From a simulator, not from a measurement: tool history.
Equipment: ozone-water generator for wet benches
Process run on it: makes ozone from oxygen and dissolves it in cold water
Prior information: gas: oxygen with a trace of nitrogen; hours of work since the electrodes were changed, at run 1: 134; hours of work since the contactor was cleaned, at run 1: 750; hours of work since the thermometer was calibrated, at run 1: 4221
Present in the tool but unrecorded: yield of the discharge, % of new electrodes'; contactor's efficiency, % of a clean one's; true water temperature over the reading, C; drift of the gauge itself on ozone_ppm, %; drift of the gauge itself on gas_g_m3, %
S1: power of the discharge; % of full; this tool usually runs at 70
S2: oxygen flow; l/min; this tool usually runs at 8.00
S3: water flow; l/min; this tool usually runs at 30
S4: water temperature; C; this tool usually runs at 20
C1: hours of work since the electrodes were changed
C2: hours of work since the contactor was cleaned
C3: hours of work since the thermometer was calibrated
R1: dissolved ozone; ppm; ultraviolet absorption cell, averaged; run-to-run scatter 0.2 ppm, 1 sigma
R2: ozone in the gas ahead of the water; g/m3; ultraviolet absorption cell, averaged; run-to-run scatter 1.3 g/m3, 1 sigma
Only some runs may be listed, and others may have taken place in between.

run	hour	S1	S2	S3	S4	C1	C2	C3	R1	R2
1	0.0	70	8.00	30	20	134	750	4221	28.2	234.9
2	37.2	70	8.00	30	20	160	776	4247	28.2	236.6
3	77.6	70	8.00	31	20	189	805	4275	27.6	236.7
4	109.8	70	8.00	30	20	211	827	4298	28.2	237.5
5	146.5	70	8.00	30	20	237	853	4324	28.0	235.7
6	173.8	70	8.00	41	20	257	872	4343	22.5	234.4
7	206.8	70	5.22	41	20	280	896	4366	22.6	311.9
8	238.3	70	13.86	30	20	302	918	4388	25.5	166.9
9	260.4	70	13.86	30	20	317	933	4404	25.2	167.0
10	302.5	70	13.86	30	20	347	963	4434	25.2	166.3
# hour 309.8: contactor cleaned
11	327.8	70	13.86	30	20	362	13	4449	25.5	166.6
12	348.9	70	8.00	30	20	377	28	4463	28.0	235.1
13	383.7	70	8.00	30	20	401	52	4488	28.1	235.3
14	424.7	70	8.00	30	27	430	81	4517	25.0	235.5
15	445.5	70	8.00	24	20	445	95	4531	32.1	236.0
16	486.3	70	8.00	24	20	474	124	4560	32.2	235.8
# hour 519.5: contactor cleaned, once more
17	532.0	70	8.00	24	20	503	9	4589	32.9	234.8
18	554.4	70	8.00	24	22	519	25	4605	31.3	236.3
19	597.3	58	4.76	37	28	549	55	4635	19.4	278.6
20	638.2	58	4.76	37	28	578	84	4664	18.8	281.2
21	657.7	80	4.66	32	19	591	97	4678	30.9	371.8
22	691.9	42	5.49	38	21	616	121	4702	15.3	195.6
23	717.1	42	5.49	20	16	633	139	4720	26.2	195.3
24	750.7	42	5.49	20	16	657	163	4743	26.7	193.7
25	769.2	42	5.49	20	16	670	176	4756	26.1	194.6
26	799.1	42	5.49	20	13	691	197	4777	27.9	195.3
27	824.6	42	5.49	20	13	709	215	4795	27.6	193.4
28	855.8	42	5.44	38	13	731	237	4817	16.5	195.9

Predict each of these 3 candidate next runs independently; none follows another, all start after run 28:
A	877.3	71	6.28	38	13	746	252	4832	?	?
B	877.3	42	5.44	29	13	746	252	4832	?	?
C	877.3	70	12.75	36	17	746	252	4832	?	?

run	R1	R2
A	25.8	274.2
B	20.9	194.7
C	24.7	174.6
Stripped of hidden state, with their random variation kept, the same runs would have yielded:
run	R1	R2
A	26.5	279.5
B	21.3	196.8
C	25.4	178.0

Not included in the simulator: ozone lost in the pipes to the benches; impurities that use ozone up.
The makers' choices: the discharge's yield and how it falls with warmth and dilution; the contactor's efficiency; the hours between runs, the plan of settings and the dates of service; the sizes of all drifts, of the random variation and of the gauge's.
